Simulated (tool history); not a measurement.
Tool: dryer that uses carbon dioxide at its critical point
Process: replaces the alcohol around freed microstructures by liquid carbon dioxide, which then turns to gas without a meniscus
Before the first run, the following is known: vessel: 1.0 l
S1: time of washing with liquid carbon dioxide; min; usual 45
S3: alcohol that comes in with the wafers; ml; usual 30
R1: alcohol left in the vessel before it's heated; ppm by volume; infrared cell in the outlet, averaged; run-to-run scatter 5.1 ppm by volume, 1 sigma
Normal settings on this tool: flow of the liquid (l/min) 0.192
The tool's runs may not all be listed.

{"run": 1, "hour": 0.0, "S1": 45, "flow of the liquid (l/min)": 0.192, "S3": 30, "R1": 133}
{"run": 2, "hour": 9.3, "S1": 45, "flow of the liquid (l/min)": 0.192, "S3": 30, "R1": 144}
{"run": 3, "hour": 19.8, "S1": 45, "flow of the liquid (l/min)": 0.192, "S3": 30, "R1": 143}
{"run": 4, "hour": 27.6, "S1": 45, "flow of the liquid (l/min)": 0.192, "S3": 30, "R1": 145}
{"run": 5, "hour": 38.8, "S1": 45, "flow of the liquid (l/min)": 0.192, "S3": 30, "R1": 151}
{"run": 6, "hour": 45.1, "S1": 45, "flow of the liquid (l/min)": 0.192, "S3": 30, "R1": 142}
{"run": 7, "hour": 52.6, "S1": 45, "flow of the liquid (l/min)": 0.275, "S3": 30, "R1": 50}
{"run": 8, "hour": 57.9, "S1": 45, "flow of the liquid (l/min)": 0.27, "S3": 30, "R1": 48}
{"run": 9, "hour": 69.1, "S1": 45, "flow of the liquid (l/min)": 0.192, "S3": 30, "R1": 143}
{"run": 10, "hour": 80.4, "S1": 45, "flow of the liquid (l/min)": 0.192, "S3": 30, "R1": 155}
{"run": 11, "hour": 85.0, "S1": 45, "flow of the liquid (l/min)": 0.155, "S3": 30, "R1": 364}
{"run": 12, "hour": 92.5, "S1": 45, "flow of the liquid (l/min)": 0.192, "S3": 30, "R1": 149}
{"run": 13, "hour": 98.7, "S1": 45, "flow of the liquid (l/min)": 0.192, "S3": 30, "R1": 145}
{"run": 14, "hour": 110.0, "S1": 45, "flow of the liquid (l/min)": 0.192, "S3": 30, "R1": 152}
{"run": 15, "hour": 120.8, "S1": 45, "flow of the liquid (l/min)": 0.192, "S3": 30, "R1": 155}
{"run": 16, "hour": 130.7, "S1": 45, "flow of the liquid (l/min)": 0.119, "S3": 30, "R1": 952}
{"run": 17, "hour": 137.2, "S1": 45, "flow of the liquid (l/min)": 0.192, "S3": 39, "R1": 193}
{"run": 18, "hour": 144.7, "S1": 45, "flow of the liquid (l/min)": 0.192, "S3": 111, "R1": 455}
{"run": 19, "hour": 154.2, "S1": 45, "flow of the liquid (l/min)": 0.192, "S3": 92, "R1": 404}
{"run": 20, "hour": 164.9, "S1": 45, "flow of the liquid (l/min)": 0.264, "S3": 30, "R1": 62}
{"run": 21, "hour": 170.9, "S1": 45, "flow of the liquid (l/min)": 0.264, "S3": 66, "R1": 84}
{"run": 22, "hour": 178.3, "S1": 45, "flow of the liquid (l/min)": 0.264, "S3": 66, "R1": 73}
{"run": 23, "hour": 186.9, "S1": 45, "flow of the liquid (l/min)": 0.192, "S3": 78, "R1": 344}
{"run": 24, "hour": 193.9, "S1": 45, "flow of the liquid (l/min)": 0.287, "S3": 53, "R1": 68}
{"run": 25, "hour": 199.0, "S1": 41, "flow of the liquid (l/min)": 0.185, "S3": 59, "R1": 504}
{"run": 26, "hour": 204.7, "S1": 51, "flow of the liquid (l/min)": 0.185, "S3": 70, "R1": 213}
{"run": 27, "hour": 215.8, "S1": 45, "flow of the liquid (l/min)": 0.317, "S3": 24, "R1": 55}
{"run": 28, "hour": 223.9, "S1": 50, "flow of the liquid (l/min)": 0.129, "S3": 24, "R1": 428}
{"run": 29, "hour": 231.7, "S1": 34, "flow of the liquid (l/min)": 0.325, "S3": 53, "R1": 96}
{"run": 30, "hour": 239.0, "S1": 34, "flow of the liquid (l/min)": 0.325, "S3": 53, "R1": 103}
{"run": 31, "hour": 247.6, "S1": 34, "flow of the liquid (l/min)": 0.325, "S3": 53, "R1": 98}
{"run": 32, "hour": 253.2, "S1": 33, "flow of the liquid (l/min)": 0.192, "S3": 79, "R1": 1387}
{"run": 33, "hour": 258.8, "S1": 33, "flow of the liquid (l/min)": 0.301, "S3": 79, "R1": 200}
{"run": 34, "hour": 263.4, "S1": 45, "flow of the liquid (l/min)": 0.192, "S3": 29, "R1": 171}
{"run": 35, "hour": 270.5, "S1": 45, "flow of the liquid (l/min)": 0.192, "S3": 29, "R1": 178}
{"run": 36, "hour": 278.9, "S1": 65, "flow of the liquid (l/min)": 0.129, "S3": 69, "R1": 366}
{"run": 37, "hour": 285.8, "S1": 65, "flow of the liquid (l/min)": 0.129, "S3": 69, "R1": 386}
{"run": 38, "hour": 296.9, "S1": 57, "flow of the liquid (l/min)": 0.278, "S3": 49, "R1": 64}
{"run": 39, "hour": 304.0, "S1": 57, "flow of the liquid (l/min)": 0.156, "S3": 49, "R1": 237}
{"run": 40, "hour": 311.6, "S1": 46, "flow of the liquid (l/min)": 0.183, "S3": 30, "R1": 197}
{"run": 41, "hour": 321.4, "S1": 46, "flow of the liquid (l/min)": 0.183, "S3": 30, "R1": 199}
{"run": 42, "hour": 330.7, "S1": 49, "flow of the liquid (l/min)": 0.261, "S3": 68, "R1": 80}
{"run": 43, "hour": 336.3, "S1": 49, "flow of the liquid (l/min)": 0.261, "S3": 68, "R1": 83}
{"run": 44, "hour": 345.9, "S1": 49, "flow of the liquid (l/min)": 0.261, "S3": 80, "R1": 84}
{"run": 45, "hour": 356.9, "S1": 49, "flow of the liquid (l/min)": 0.261, "S3": 80, "R1": 95}
{"run": 46, "hour": 365.2, "S1": 45, "flow of the liquid (l/min)": 0.156, "S3": 20, "R1": 303}

Measured minus without-hidden-state, run by run (identical run-to-run variation in each term; gauge scatter may differ):
The hidden state here: flow that reaches the vessel past the clogged filter, %; alcohol in the recycled carbon dioxide, ppm; drift of the gauge itself on alcohol_ppm, %.
run=1 R1=+60
run=2 R1=+60
run=3 R1=+62
run=4 R1=+63
run=5 R1=+64
run=6 R1=+67
run=7 R1=+37
run=8 R1=+38
run=9 R1=+71
run=10 R1=+72
run=11 R1=+126
run=12 R1=+74
run=13 R1=+74
run=14 R1=+78
run=15 R1=+77
run=16 R1=+262
run=17 R1=+95
run=18 R1=+192
run=19 R1=+173
run=20 R1=+51
run=21 R1=+59
run=22 R1=+59
run=23 R1=+163
run=24 R1=+53
run=25 R1=+206
run=26 R1=+114
run=27 R1=+50
run=28 R1=+170
run=29 R1=+72
run=30 R1=+70
run=31 R1=+71
run=32 R1=+484
run=33 R1=+118
run=34 R1=+102
run=35 R1=+102
run=36 R1=+185
run=37 R1=+192
run=38 R1=+56
run=39 R1=+132
run=40 R1=+117
run=41 R1=+122
run=42 R1=+70
run=43 R1=+68
run=44 R1=+72
run=45 R1=+76
run=46 R1=+155
